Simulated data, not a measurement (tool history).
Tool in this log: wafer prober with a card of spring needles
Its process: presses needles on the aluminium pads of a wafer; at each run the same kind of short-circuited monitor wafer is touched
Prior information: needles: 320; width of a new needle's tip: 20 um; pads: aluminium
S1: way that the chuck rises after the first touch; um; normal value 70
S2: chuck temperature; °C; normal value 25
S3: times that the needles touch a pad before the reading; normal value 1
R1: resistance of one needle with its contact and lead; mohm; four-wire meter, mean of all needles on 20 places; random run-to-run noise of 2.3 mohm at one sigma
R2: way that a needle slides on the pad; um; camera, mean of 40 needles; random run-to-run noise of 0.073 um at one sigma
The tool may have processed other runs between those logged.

run 1 day=0 | S1=70 S2=25 S3=1 | R1=253 R2=15.57
-- day=0.179 tips cleaned on abrasive film
-- day=0.404 tips cleaned on abrasive film
run 2 day=0.462 | S1=70 S2=25 S3=1 | R1=253 R2=15.63
-- day=0.6 tips cleaned on abrasive film
-- day=0.779 tips cleaned on abrasive film
-- day=1.008 tips cleaned on abrasive film
-- day=1.229 tips cleaned on abrasive film
run 3 day=1.229 | S1=70 S2=25 S3=1 | R1=256 R2=15.52
-- day=1.454 tips cleaned on abrasive film
-- day=1.679 tips cleaned on abrasive film
-- day=1.904 tips cleaned on abrasive film
-- day=2.088 tips cleaned on abrasive film
-- day=2.288 tips cleaned on abrasive film
run 4 day=2.288 | S1=83 S2=25 S3=1 | R1=249 R2=18.34
-- day=2.467 tips cleaned on abrasive film
-- day=2.65 tips cleaned on abrasive film
-- day=2.875 tips cleaned on abrasive film
-- day=3.1 tips cleaned on abrasive film
run 5 day=3.208 | S1=70 S2=25 S3=1 | R1=256 R2=15.61
-- day=3.3 tips cleaned on abrasive film
-- day=3.525 tips cleaned on abrasive film
-- day=3.75 tips cleaned on abrasive film
-- day=3.975 tips cleaned on abrasive film
-- day=4.2 tips cleaned on abrasive film
run 6 day=4.246 | S1=70 S2=25 S3=1 | R1=251 R2=15.46
-- day=4.425 tips cleaned on abrasive film
-- day=4.65 tips cleaned on abrasive film
-- day=4.833 tips cleaned on abrasive film
-- day=5.017 tips cleaned on abrasive film
run 7 day=5.017 | S1=70 S2=92 S3=1 | R1=276 R2=15.49
-- day=5.2 tips cleaned on abrasive film
-- day=5.425 tips cleaned on abrasive film
-- day=5.604 tips cleaned on abrasive film
-- day=5.829 tips cleaned on abrasive film
run 8 day=5.917 | S1=70 S2=25 S3=1 | R1=259 R2=15.65
-- day=6.054 tips cleaned on abrasive film
-- day=6.279 tips cleaned on abrasive film
-- day=6.504 tips cleaned on abrasive film
-- day=6.729 tips cleaned on abrasive film
run 9 day=6.821 | S1=70 S2=25 S3=1 | R1=253 R2=15.45
-- day=6.912 tips cleaned on abrasive film
-- day=7.138 tips cleaned on abrasive film
-- day=7.321 tips cleaned on abrasive film
run 10 day=7.379 | S1=70 S2=25 S3=1 | R1=257 R2=15.48
-- day=7.517 tips cleaned on abrasive film
-- day=7.7 tips cleaned on abrasive film
-- day=7.925 tips cleaned on abrasive film
-- day=8.15 tips cleaned on abrasive film
run 11 day=8.3 | S1=70 S2=66 S3=1 | R1=270 R2=15.44
-- day=8.35 tips cleaned on abrasive film
-- day=8.529 tips cleaned on abrasive film
-- day=8.712 tips cleaned on abrasive film
-- day=8.938 tips cleaned on abrasive film
run 12 day=9.004 | S1=70 S2=66 S3=1 | R1=267 R2=15.53
-- day=9.142 tips cleaned on abrasive film
-- day=9.325 tips cleaned on abrasive film
-- day=9.55 tips cleaned on abrasive film
-- day=9.65 height of the first contact set anew
run 13 day=9.658 | S1=59 S2=49 S3=3 | R1=271 R2=13.09
-- day=9.75 tips cleaned on abrasive film
-- day=9.975 tips cleaned on abrasive film
-- day=10.2 tips cleaned on abrasive film
-- day=10.383 tips cleaned on abrasive film
-- day=10.562 tips cleaned on abrasive film
run 14 day=10.712 | S1=60 S2=51 S3=1 | R1=265 R2=13.36
-- day=10.758 tips cleaned on abrasive film
-- day=10.983 tips cleaned on abrasive film
-- day=11.167 tips cleaned on abrasive film
-- day=11.392 tips cleaned on abrasive film
run 15 day=11.525 | S1=67 S2=125 S3=3 | R1=286 R2=14.86
-- day=11.575 tips cleaned on abrasive film
-- day=11.754 tips cleaned on abrasive film
-- day=11.979 tips cleaned on abrasive film
run 16 day=12.129 | S1=67 S2=29 S3=3 | R1=262 R2=14.93
-- day=12.175 tips cleaned on abrasive film
-- day=12.4 tips cleaned on abrasive film
-- day=12.629 tips cleaned on abrasive film
-- day=12.808 tips cleaned on abrasive film
run 17 day=12.967 | S1=63 S2=26 S3=1 | R1=257 R2=13.98
-- day=13.017 tips cleaned on abrasive film
-- day=13.196 tips cleaned on abrasive film
-- day=13.421 tips cleaned on abrasive film
-- day=13.604 tips cleaned on abrasive film
run 18 day=13.767 | S1=56 S2=28 S3=2 | R1=270 R2=12.31
-- day=13.812 tips cleaned on abrasive film
-- day=14.042 tips cleaned on abrasive film
-- day=14.267 tips cleaned on abrasive film
-- day=14.492 tips cleaned on abrasive film
run 19 day=14.654 | S1=55 S2=40 S3=2 | R1=268 R2=12.19
-- day=14.704 tips cleaned on abrasive film
-- day=14.929 tips cleaned on abrasive film
-- day=15.154 tips cleaned on abrasive film
run 20 day=15.325 | S1=77 S2=107 S3=2 | R1=278 R2=17.2

Alternative continuations, all from the tool just after run 20; predict every row:
-- day=15.375 tips cleaned on abrasive film
-- day=15.554 tips cleaned on abrasive film
-- day=15.779 tips cleaned on abrasive film
-- day=15.962 tips cleaned on abrasive film
-- day=16.188 tips cleaned on abrasive film
-- day=16.375 tips cleaned on abrasive film
run A day=16.375 | S1=53 S2=42 S3=1 | R1=? R2=?
-- day=15.375 tips cleaned on abrasive film
-- day=15.554 tips cleaned on abrasive film
-- day=15.779 tips cleaned on abrasive film
-- day=15.962 tips cleaned on abrasive film
-- day=16.188 tips cleaned on abrasive film
-- day=16.375 tips cleaned on abrasive film
run B day=16.375 | S1=77 S2=83 S3=2 | R1=? R2=?
-- day=15.375 tips cleaned on abrasive film
-- day=15.554 tips cleaned on abrasive film
-- day=15.779 tips cleaned on abrasive film
-- day=15.962 tips cleaned on abrasive film
-- day=16.188 tips cleaned on abrasive film
-- day=16.375 tips cleaned on abrasive film
run C day=16.375 | S1=87 S2=25 S3=1 | R1=? R2=?
-- day=15.375 tips cleaned on abrasive film
-- day=15.554 tips cleaned on abrasive film
-- day=15.779 tips cleaned on abrasive film
-- day=15.962 tips cleaned on abrasive film
-- day=16.188 tips cleaned on abrasive film
-- day=16.375 tips cleaned on abrasive film
run D day=16.375 | S1=66 S2=30 S3=2 | R1=? R2=?
-- day=15.375 tips cleaned on abrasive film
-- day=15.554 tips cleaned on abrasive film
-- day=15.779 tips cleaned on abrasive film
-- day=15.962 tips cleaned on abrasive film
-- day=16.188 tips cleaned on abrasive film
-- day=16.375 tips cleaned on abrasive film
run E day=16.375 | S1=77 S2=89 S3=2 | R1=? R2=?

run=A R1=273 R2=11.77
run=B R1=271 R2=17.26
run=C R1=248 R2=19.22
run=D R1=257 R2=14.64
run=E R1=274 R2=17.07
Had the tool no hidden state, the same runs would have come out as:
run=A R1=273 R2=11.77
run=B R1=271 R2=17.26
run=C R1=248 R2=19.22
run=D R1=257 R2=14.64
run=E R1=274 R2=17.07

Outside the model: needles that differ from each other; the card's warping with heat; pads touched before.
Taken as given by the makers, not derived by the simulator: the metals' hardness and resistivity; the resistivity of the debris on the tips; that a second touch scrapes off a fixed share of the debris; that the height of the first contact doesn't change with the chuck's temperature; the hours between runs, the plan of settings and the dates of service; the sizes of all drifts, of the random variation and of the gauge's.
